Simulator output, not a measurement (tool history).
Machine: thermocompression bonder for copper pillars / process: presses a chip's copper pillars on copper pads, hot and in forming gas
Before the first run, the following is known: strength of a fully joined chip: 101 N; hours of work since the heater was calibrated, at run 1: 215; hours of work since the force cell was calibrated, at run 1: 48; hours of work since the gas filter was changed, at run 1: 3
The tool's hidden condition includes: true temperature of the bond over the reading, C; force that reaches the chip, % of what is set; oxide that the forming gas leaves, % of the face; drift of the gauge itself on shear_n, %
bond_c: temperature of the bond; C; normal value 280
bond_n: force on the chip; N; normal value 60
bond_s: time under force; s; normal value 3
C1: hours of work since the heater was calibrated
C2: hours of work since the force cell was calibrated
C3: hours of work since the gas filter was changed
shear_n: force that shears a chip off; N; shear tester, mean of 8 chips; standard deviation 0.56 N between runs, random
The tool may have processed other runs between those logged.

Run 1, day 0: usual settings; C1 215; C2 48; C3 3. Result: shear_n 35.2 N.
Run 2, day 0.538: usual settings but bond_c 269 C; C1 221; C2 54; C3 9. Result: shear_n 31.8 N.
Run 3, day 1.275: usual settings; C1 229; C2 62; C3 17. Result: shear_n 34.5 N.
Run 4, day 1.712: usual settings; C1 233; C2 67; C3 22. Result: shear_n 35.4 N.
Run 5, day 2.317: usual settings; C1 240; C2 74; C3 28. Result: shear_n 34.1 N.
Run 6, day 3.117: usual settings; C1 249; C2 82; C3 37. Result: shear_n 34.4 N.
Run 7, day 3.788: usual settings; C1 256; C2 89; C3 44. Result: shear_n 34.3 N.
Run 8, day 4.454: usual settings but bond_n 55 N; C1 263; C2 97; C3 51. Result: shear_n 32.1 N.
Run 9, day 4.988: usual settings but bond_n 55 N; C1 269; C2 102; C3 57. Result: shear_n 32.2 N.
Run 10, day 5.654: usual settings but bond_n 55 N; C1 276; C2 110; C3 64. Result: shear_n 32.8 N.
Run 11, day 6.408: usual settings but bond_n 55 N; C1 284; C2 118; C3 73. Result: shear_n 31.4 N.
Run 12, day 7.275: usual settings; C1 294; C2 127; C3 82. Result: shear_n 31.9 N.
Run 13, day 8.1: usual settings but bond_n 77 N; C1 303; C2 136; C3 91. Result: shear_n 35.8 N.
Run 14, day 8.562: usual settings but bond_n 77 N; C1 308; C2 141; C3 96. Result: shear_n 36.7 N.
Run 15, day 8.95: usual settings but bond_n 55 N; C1 312; C2 145; C3 100. Result: shear_n 29.6 N.
Run 16, day 9.454: usual settings but bond_n 55 N; C1 317; C2 151; C3 106. Result: shear_n 29.9 N.
At day 9.729: forming gas filter changed.
Run 17, day 9.967: usual settings but bond_n 55 N; C1 323; C2 156; C3 3. Result: shear_n 33.5 N.
Run 18, day 10.608: usual settings but bond_n 55 N; C1 330; C2 163; C3 10. Result: shear_n 33.6 N.
Run 19, day 11.042: usual settings but bond_n 55 N; C1 334; C2 168; C3 14. Result: shear_n 32.7 N.
Run 20, day 11.662: usual settings but bond_c 294 C; C1 341; C2 175; C3 21. Result: shear_n 38.3 N.
Run 21, day 12.104: usual settings but bond_c 259 C, bond_s 4 s; C1 346; C2 179; C3 26. Result: shear_n 31.8 N.
Run 22, day 12.692: usual settings but bond_c 259 C, bond_s 4 s; C1 352; C2 186; C3 32. Result: shear_n 30.5 N.
Run 23, day 13.492: usual settings but bond_c 259 C, bond_s 4 s; C1 361; C2 194; C3 41. Result: shear_n 30.1 N.
Run 24, day 14.058: usual settings but bond_c 264 C; C1 367; C2 201; C3 47. Result: shear_n 28.3 N.
Run 25, day 14.508: usual settings but bond_n 56 N; C1 372; C2 205; C3 52. Result: shear_n 31.8 N.
Run 26, day 15.3: usual settings but bond_c 274 C, bond_s 2 s; C1 380; C2 214; C3 60. Result: shear_n 26.5 N.
Run 27, day 15.971: usual settings but bond_c 270 C, bond_n 38 N, bond_s 2 s; C1 388; C2 221; C3 68. Result: shear_n 19.7 N.
Run 28, day 16.579: usual settings but bond_c 270 C, bond_n 38 N, bond_s 2 s; C1 394; C2 228; C3 74. Result: shear_n 17.9 N.
Run 29, day 17.217: usual settings but bond_c 257 C, bond_s 8 s; C1 401; C2 235; C3 81. Result: shear_n 37 N.
Run 30, day 17.996: usual settings but bond_c 290 C, bond_n 40 N, bond_s 6 s; C1 410; C2 243; C3 90. Result: shear_n 35.4 N.
Run 31, day 18.808: usual settings but bond_n 45 N; C1 418; C2 252; C3 98. Result: shear_n 26 N.
Run 32, day 19.388: usual settings but bond_n 45 N; C1 425; C2 258; C3 105. Result: shear_n 25.6 N.
At day 19.712: forming gas filter changed.
Run 33, day 19.829: usual settings but bond_n 62 N, bond_s 4 s; C1 429; C2 263; C3 1. Result: shear_n 38.7 N.
Run 34, day 20.5: usual settings but bond_n 62 N, bond_s 4 s; C1 437; C2 270; C3 9. Result: shear_n 40.3 N.
Run 35, day 20.875: usual settings but bond_n 62 N; C1 441; C2 274; C3 13. Result: shear_n 35 N.
Run 36, day 21.654: usual settings but bond_n 39 N, bond_s 6 s; C1 449; C2 283; C3 21. Result: shear_n 35.3 N.
Run 37, day 22.492: usual settings but bond_c 275 C, bond_n 76 N, bond_s 5 s; C1 458; C2 292; C3 30. Result: shear_n 45.5 N.
Run 38, day 22.992: usual settings but bond_c 275 C, bond_n 38 N, bond_s 5 s; C1 464; C2 297; C3 36. Result: shear_n 28.9 N.
Run 39, day 23.679: usual settings but bond_c 275 C, bond_n 38 N, bond_s 5 s; C1 471; C2 305; C3 43. Result: shear_n 29.2 N.
Run 40, day 24.292: usual settings but bond_c 275 C, bond_n 38 N, bond_s 5 s; C1 478; C2 311; C3 50. Result: shear_n 29 N.

For some of the steps in shear_n from one run to the next: how much would appear even if the tool had no hidden state, given the settings, what came in and random variation, and how much remains for the hidden state plus any gauge scatter that the measured result and the result without hidden state don't share?
Run 16 -> 17: forming gas filter changed. shear_n +3.6 N: hidden state +3.9, all else -0.3.
Run 28 -> 29: bond_c 270 -> 257, bond_n 38 -> 60, bond_s 2 -> 8. shear_n +19.1 N: hidden state -3.4, all else +22.5.
Run 32 -> 33: bond_n 45 -> 62, bond_s 3 -> 4, forming gas filter changed. shear_n +13.1 N: hidden state +2.8, all else +10.3.
Run 37 -> 38: bond_n 76 -> 38. shear_n -16.6 N: hidden state +1.2, all else -17.8.
